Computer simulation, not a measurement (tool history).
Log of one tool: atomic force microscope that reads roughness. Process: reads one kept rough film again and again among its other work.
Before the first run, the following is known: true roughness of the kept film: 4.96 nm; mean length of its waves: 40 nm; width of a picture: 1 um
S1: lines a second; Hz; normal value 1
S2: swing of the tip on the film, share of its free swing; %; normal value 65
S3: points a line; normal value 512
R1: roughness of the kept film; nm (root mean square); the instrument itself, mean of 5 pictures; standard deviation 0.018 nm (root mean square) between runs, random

| run | hour | S1 | S2 | S3 | R1 |
|---|---|---|---|---|---|
| 1 | 0 | 1 | 65 | 512 | 3.946 |
| 2 | 18.7 | 1 | 65 | 512 | 3.476 |
|  | 40.3 | new tip fitted |
| 3 | 40.8 | 1 | 65 | 512 | 4.264 |
| 4 | 57.5 | 1 | 65 | 512 | 3.797 |
| 5 | 73.7 | 1 | 65 | 512 | 3.433 |
|  | 92.6 | new tip fitted |
| 6 | 96.9 | 1 | 65 | 342 | 4.143 |
| 7 | 126.5 | 1 | 65 | 342 | 3.42 |
| 8 | 140.1 | 1 | 65 | 671 | 3.18 |
|  | 146.4 | new tip fitted |
| 9 | 153.7 | 1 | 65 | 512 | 4.042 |
| 10 | 180.5 | 1 | 65 | 607 | 3.424 |
|  | 198.2 | new tip fitted |
| 11 | 210.8 | 1 | 65 | 607 | 3.866 |
| 12 | 228.7 | 1 | 71 | 607 | 3.377 |
| 13 | 248 | 1 | 65 | 512 | 3.045 |
|  | 251.3 | new tip fitted |
| 14 | 264.3 | 1 | 65 | 512 | 3.891 |
| 15 | 285.1 | 1 | 65 | 512 | 3.435 |
|  | 305.1 | new tip fitted |
| 16 | 307.4 | 1 | 65 | 512 | 4.18 |
| 17 | 328.4 | 1 | 65 | 512 | 3.65 |
|  | 358.1 | new tip fitted |
| 18 | 359.4 | 1 | 66 | 512 | 4.245 |
| 19 | 382 | 1 | 65 | 512 | 3.673 |
|  | 410.8 | new tip fitted |
| 20 | 411 | 1 | 65 | 512 | 4.278 |
| 21 | 436.6 | 1 | 72 | 512 | 3.551 |
| 22 | 454.5 | 2 | 72 | 512 | 3.07 |
|  | 465.2 | new tip fitted |
| 23 | 474 | 0.5 | 59 | 512 | 4.075 |
| 24 | 488.2 | 1.14 | 59 | 406 | 3.638 |
| 25 | 510.6 | 1.11 | 65 | 316 | 3.15 |
|  | 517.8 | new tip fitted |
| 26 | 534.8 | 2.32 | 80 | 316 | 3.434 |
| 27 | 554.8 | 2.32 | 80 | 316 | 3.019 |
|  | 570.4 | new tip fitted |
| 28 | 584.1 | 1.03 | 71 | 510 | 3.833 |
| 29 | 597.3 | 1.03 | 71 | 510 | 3.447 |
|  | 623.5 | new tip fitted |
| 30 | 623.5 | 1.19 | 87 | 973 | 3.998 |
| 31 | 646.4 | 0.76 | 89 | 426 | 3.452 |
| 32 | 670.7 | 0.55 | 88 | 301 | 3.055 |
|  | 675.8 | new tip fitted |
| 33 | 685.5 | 1.2 | 75 | 512 | 3.87 |
| 34 | 715.6 | 1.2 | 75 | 512 | 3.132 |
|  | 728.7 | new tip fitted |
| 35 | 730.7 | 1.01 | 75 | 512 | 4.149 |
| 36 | 754.8 | 0.75 | 69 | 615 | 3.558 |
|  | 781.4 | new tip fitted |
| 37 | 781.4 | 1.14 | 68 | 954 | 4.223 |
| 38 | 797.5 | 0.59 | 66 | 512 | 3.821 |

Consider 5 possible next runs. They are alternatives, not a sequence: every one starts from the tool as it was left by run 38. What does each give?
| A | 810.4 | 3.59 | 81 | 564 | ? |
| B | 810.4 | 0.59 | 85 | 512 | ? |
| C | 810.4 | 1 | 73 | 854 | ? |
| D | 810.4 | 1.69 | 75 | 528 | ? |
| E | 810.4 | 1 | 65 | 920 | ? |

| run | R1 |
|---|---|
| A | 2.892 |
| B | 3.433 |
| C | 3.434 |
| D | 3.309 |
| E | 3.475 |
The same runs, with their run-to-run variation unchanged, on a tool lacking any hidden condition would have given:
| run | R1 |
|---|---|
| A | 3.561 |
| B | 4.227 |
| C | 4.228 |
| D | 4.076 |
| E | 4.28 |

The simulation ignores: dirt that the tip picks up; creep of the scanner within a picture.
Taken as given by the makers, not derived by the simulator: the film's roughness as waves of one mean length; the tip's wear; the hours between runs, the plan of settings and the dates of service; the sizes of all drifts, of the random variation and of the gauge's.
